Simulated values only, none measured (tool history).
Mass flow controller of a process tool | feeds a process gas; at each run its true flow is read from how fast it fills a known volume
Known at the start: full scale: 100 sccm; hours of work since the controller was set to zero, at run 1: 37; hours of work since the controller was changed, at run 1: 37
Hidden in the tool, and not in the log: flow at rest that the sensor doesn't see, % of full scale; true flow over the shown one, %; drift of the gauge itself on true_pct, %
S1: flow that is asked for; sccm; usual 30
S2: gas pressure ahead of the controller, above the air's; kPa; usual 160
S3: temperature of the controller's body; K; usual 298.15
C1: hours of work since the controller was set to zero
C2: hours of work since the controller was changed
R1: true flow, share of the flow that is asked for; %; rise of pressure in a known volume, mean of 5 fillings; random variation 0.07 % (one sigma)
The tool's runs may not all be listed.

run 1 hour=0.0 | S1=30 S2=160 S3=298.15 | C1=37 C2=37 | R1=98.91
run 2 hour=41.6 | S1=30 S2=160 S3=298.15 | C1=59 C2=59 | R1=99.03
run 3 hour=92.8 | S1=30 S2=160 S3=298.15 | C1=87 C2=87 | R1=99.13
run 4 hour=171.1 | S1=30 S2=160 S3=298.15 | C1=129 C2=129 | R1=99.23
run 5 hour=249.3 | S1=30 S2=160 S3=296.15 | C1=171 C2=171 | R1=99.09
run 6 hour=337.3 | S1=30 S2=160 S3=296.15 | C1=218 C2=218 | R1=99.26
run 7 hour=411.3 | S1=30 S2=160 S3=296.15 | C1=258 C2=258 | R1=99.27
run 8 hour=460.0 | S1=30 S2=160 S3=308.15 | C1=284 C2=284 | R1=100.35
run 9 hour=523.9 | S1=30 S2=160 S3=308.15 | C1=319 C2=319 | R1=100.37
run 10 hour=562.5 | S1=30 S2=254 S3=298.15 | C1=340 C2=340 | R1=99.13
run 11 hour=634.2 | S1=43 S2=229 S3=301.15 | C1=378 C2=378 | R1=99.97
run 12 hour=698.3 | S1=15 S2=169 S3=304.15 | C1=413 C2=413 | R1=99.98
run 13 hour=777.2 | S1=30 S2=273 S3=310.15 | C1=455 C2=455 | R1=100.38
run 14 hour=838.0 | S1=30 S2=273 S3=310.15 | C1=488 C2=488 | R1=100.56
run 15 hour=900.4 | S1=30 S2=160 S3=304.15 | C1=521 C2=521 | R1=100.40
run 16 hour=977.6 | S1=30 S2=160 S3=295.15 | C1=563 C2=563 | R1=99.86
run 17 hour=1025.7 | S1=30 S2=160 S3=295.15 | C1=589 C2=589 | R1=99.92
run 18 hour=1104.9 | S1=55 S2=204 S3=298.15 | C1=631 C2=631 | R1=100.71
run 19 hour=1185.9 | S1=30 S2=186 S3=298.15 | C1=675 C2=675 | R1=100.17

3 ways to go on from here, each from the tool as it stands after run 19. What would each give?
run A hour=1248.0 | S1=11 S2=222 S3=298.15 | C1=708 C2=708 | R1=?
run B hour=1248.0 | S1=57 S2=176 S3=298.15 | C1=708 C2=708 | R1=?
run C hour=1248.0 | S1=27 S2=186 S3=299.15 | C1=708 C2=708 | R1=?

run=A R1=99.94
run=B R1=100.95
run=C R1=100.44
Without the tool's hidden state the same runs would have given:
run=A R1=98.41
run=B R1=99.41
run=C R1=98.91
